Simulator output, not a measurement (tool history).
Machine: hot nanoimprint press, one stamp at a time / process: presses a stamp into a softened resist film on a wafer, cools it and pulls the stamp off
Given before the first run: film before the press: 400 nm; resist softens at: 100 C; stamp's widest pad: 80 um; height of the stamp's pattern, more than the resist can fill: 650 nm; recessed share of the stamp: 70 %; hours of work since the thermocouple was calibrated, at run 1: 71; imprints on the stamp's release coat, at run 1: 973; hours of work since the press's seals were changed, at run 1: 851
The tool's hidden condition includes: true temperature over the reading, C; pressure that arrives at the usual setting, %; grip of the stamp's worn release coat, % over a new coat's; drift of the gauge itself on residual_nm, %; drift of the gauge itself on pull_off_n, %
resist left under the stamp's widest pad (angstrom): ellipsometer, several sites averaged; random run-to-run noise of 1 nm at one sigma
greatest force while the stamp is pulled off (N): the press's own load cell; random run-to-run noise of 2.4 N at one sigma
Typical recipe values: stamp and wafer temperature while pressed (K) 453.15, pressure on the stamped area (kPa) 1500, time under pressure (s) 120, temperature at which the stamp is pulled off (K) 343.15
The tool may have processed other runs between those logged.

run    hour  stamp and wafer temperature while pressed (K)  pressure on the stamped area (kPa)  time under pressure (s)  temperature at which the stamp is pulled off (K)  hours of work since the thermocouple was calibrated  imprints on the stamp's release coat  hours of work since the press's seals were changed  resist left under the stamp's widest pad (angstrom)  greatest force while the stamp is pulled off (N)
  1       0                                         453.15                                1500                      120                                            343.15                                                   71                                   973                                                 851                                                 1778                                               137
  2    39.1                                         453.15                                1500                      120                                            343.15                                                   97                                  1181                                                 877                                                 1777                                               138
  3    95.3                                         453.15                                1500                      120                                            343.15                                                  135                                  1479                                                 916                                                 1771                                               149
      143.3  -- stamp cleaned and given a new release coat
  4     187                                         453.15                                1500                      120                                            343.15                                                  194                                   233                                                 974                                                 1753                                               113
  5   241.4                                         453.15                                1500                      120                                            347.15                                                  231                                   522                                                1011                                                 1747                                               109
  6   301.8                                         453.15                                1500                       87                                            347.15                                                  272                                   843                                                1052                                                 1926                                               122
  7   337.8                                         453.15                                1500                      120                                            347.15                                                  296                                  1034                                                1077                                                 1734                                               123
  8   390.3                                         453.15                                1500                      120                                            343.15                                                  332                                  1313                                                1112                                                 1748                                               140
  9   429.6                                         453.15                                1500                       96                                            343.15                                                  359                                  1522                                                1139                                                 1862                                               154
      467.5  -- stamp cleaned and given a new release coat
      501.6  -- plate thermocouple calibrated
 10   510.8                                         453.15                                1740                      120                                            343.15                                                    6                                   214                                                1188                                                 1707                                               107
 11     564                                         453.15                                1280                      120                                            343.15                                                   42                                   497                                                1224                                                 1964                                               122
        626  -- press's hydraulic seals changed and the load cell set to zero
 12   634.4                                         453.15                                1500                      120                                            331.15                                                   85                                   829                                                   6                                                 1737                                               167
 13   698.9                                         448.15                                1160                      181                                            333.15                                                  129                                  1171                                                  50                                                 2038                                               180
 14   738.1                                         448.15                                1160                      181                                            333.15                                                  155                                  1379                                                  76                                                 2057                                               180
 15   784.1                                         448.15                                1160                      181                                            333.15                                                  187                                  1624                                                 108                                                 2051                                               191
      804.9  -- stamp cleaned and given a new release coat
 16   856.3                                         447.15                                1500                      163                                            343.15                                                  232                                   274                                                 153                                                 1896                                               116
 17   927.3                                         453.15                                1650                      120                                            336.15                                                  280                                   651                                                 201                                                 1635                                               144
 18   966.9                                         453.15                                1650                      120                                            336.15                                                  307                                   861                                                 228                                                 1630                                               153
 19  1020.1                                         453.15                                1650                      120                                            336.15                                                  343                                  1144                                                 264                                                 1632                                               159
 20    1083                                         453.15                                1650                      120                                            336.15                                                  386                                  1478                                                 307                                                 1620                                               169
     1110.4  -- plate thermocouple calibrated
     1131.6  -- stamp cleaned and given a new release coat
 21  1139.8                                         442.15                                1360                       67                                            333.15                                                   16                                    43                                                 340                                                 2985                                               125
 22  1183.9                                         442.15                                1360                       67                                            333.15                                                   46                                   277                                                 369                                                 2967                                               137
 23    1236                                         453.15                                1370                      120                                            343.15                                                   81                                   554                                                 405                                                 1840                                               125
 24  1322.3                                         453.15                                1500                      120                                            332.15                                                  140                                  1013                                                 464                                                 1750                                               165

5 ways to go on from here, each from the tool as it stands after run 24. What would each give?
  A  1377                                         453.15                                 930                      120                                            346.15                                                  177                                  1304                                                 501                                                    ?                                                 ?
  B  1377                                         450.15                                1450                      120                                            332.15                                                  177                                  1304                                                 501                                                    ?                                                 ?
  C  1377                                         453.15                                1930                       87                                            332.15                                                  177                                  1304                                                 501                                                    ?                                                 ?
  D  1377                                         453.15                                1120                      120                                            346.15                                                  177                                  1304                                                 501                                                    ?                                                 ?
  E  1377                                         454.15                                1500                      149                                            331.15                                                  177                                  1304                                                 501                                                    ?                                                 ?

run  resist left under the stamp's widest pad (angstrom)  greatest force while the stamp is pulled off (N)
  A                                                 2230                                               140
  B                                                 1948                                               177
  C                                                 1696                                               184
  D                                                 2007                                               134
  E                                                 1557                                               178
The same runs, with their run-to-run variation unchanged, on a tool lacking any hidden condition would have given:
run  resist left under the stamp's widest pad (angstrom)  greatest force while the stamp is pulled off (N)
  A                                                 2257                                               104
  B                                                 1965                                               132
  C                                                 1702                                               137
  D                                                 2028                                               100
  E                                                 1569                                               132
